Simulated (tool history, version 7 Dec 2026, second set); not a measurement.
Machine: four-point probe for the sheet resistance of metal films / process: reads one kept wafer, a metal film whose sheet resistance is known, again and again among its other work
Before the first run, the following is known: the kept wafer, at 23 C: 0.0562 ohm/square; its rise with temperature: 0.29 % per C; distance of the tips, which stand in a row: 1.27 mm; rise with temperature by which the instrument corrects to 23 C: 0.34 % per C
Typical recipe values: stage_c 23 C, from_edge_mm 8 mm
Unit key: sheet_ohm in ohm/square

run,hour,stage_c,from_edge_mm,sheet_ohm
1,0.0,23,8,0.056739
2,20.2,23,8,0.056730
3,56.7,23,8,0.056746
4,96.5,23,8,0.056742
5,117.6,23,8,0.056721
6,148.8,23,8,0.056711
7,172.7,23,8,0.056724
8,221.9,32,8,0.056508
9,270.7,28,8,0.056575
10,305.5,28,8,0.056586
11,335.8,29,8,0.056554
12,363.1,29,8,0.056579
13,401.5,23,25,0.056038
14,430.4,23,21,0.056075
15,465.4,22,8,0.056730
16,493.3,22,8,0.056712
17,534.5,22,8,0.056728
18,573.2,28,8,0.056580
19,595.3,28,8,0.056535
20,617.8,28,8,0.056551
21,640.2,28,8,0.056550
22,666.9,28,8,0.056533
23,692.1,28,8,0.056580
24,728.0,20,12,0.056323
25,761.4,31,50,0.055740
26,781.3,33,50,0.055693
27,814.8,24,50,0.055922
28,861.1,28,24,0.055871
29,899.5,20,24,0.056062
30,923.5,27,24,0.055876
31,957.2,27,24,0.055886
32,988.5,27,24,0.055888
33,1031.4,33,22,0.055770
34,1068.7,29,16,0.055933
35,1116.1,31,69,0.055699
36,1162.2,31,69,0.055703
37,1197.5,20,11,0.056346
38,1243.3,22,8,0.056652
39,1275.5,23,4,0.058758
40,1315.6,27,5,0.057644
41,1345.5,28,4,0.058614
42,1391.2,32,13,0.055945
43,1429.6,22,6,0.057198
44,1453.6,33,9,0.056218
45,1483.7,29,42,0.055727

Each run again, without the hidden state but with its own random variation kept:
What the log doesn't record here: inner tips' distance over the nominal, %; tips' flats over new ones', %; wafer's true temperature over the reading, C; drift of the gauge itself on sheet_ohm, %.
run,sheet_ohm
1,0.056954
2,0.056947
3,0.056966
4,0.056966
5,0.056946
6,0.056939
7,0.056955
8,0.056741
9,0.056813
10,0.056827
11,0.056798
12,0.056825
13,0.056287
14,0.056326
15,0.056987
16,0.056972
17,0.056992
18,0.056846
19,0.056802
20,0.056821
21,0.056822
22,0.056807
23,0.056857
24,0.056603
25,0.056018
26,0.055972
27,0.056207
28,0.056158
29,0.056356
30,0.056170
31,0.056183
32,0.056188
33,0.056071
34,0.056240
35,0.056008
36,0.056016
37,0.056669
38,0.056980
39,0.059100
40,0.057983
41,0.058961
42,0.056280
43,0.057546
44,0.056559
45,0.056069
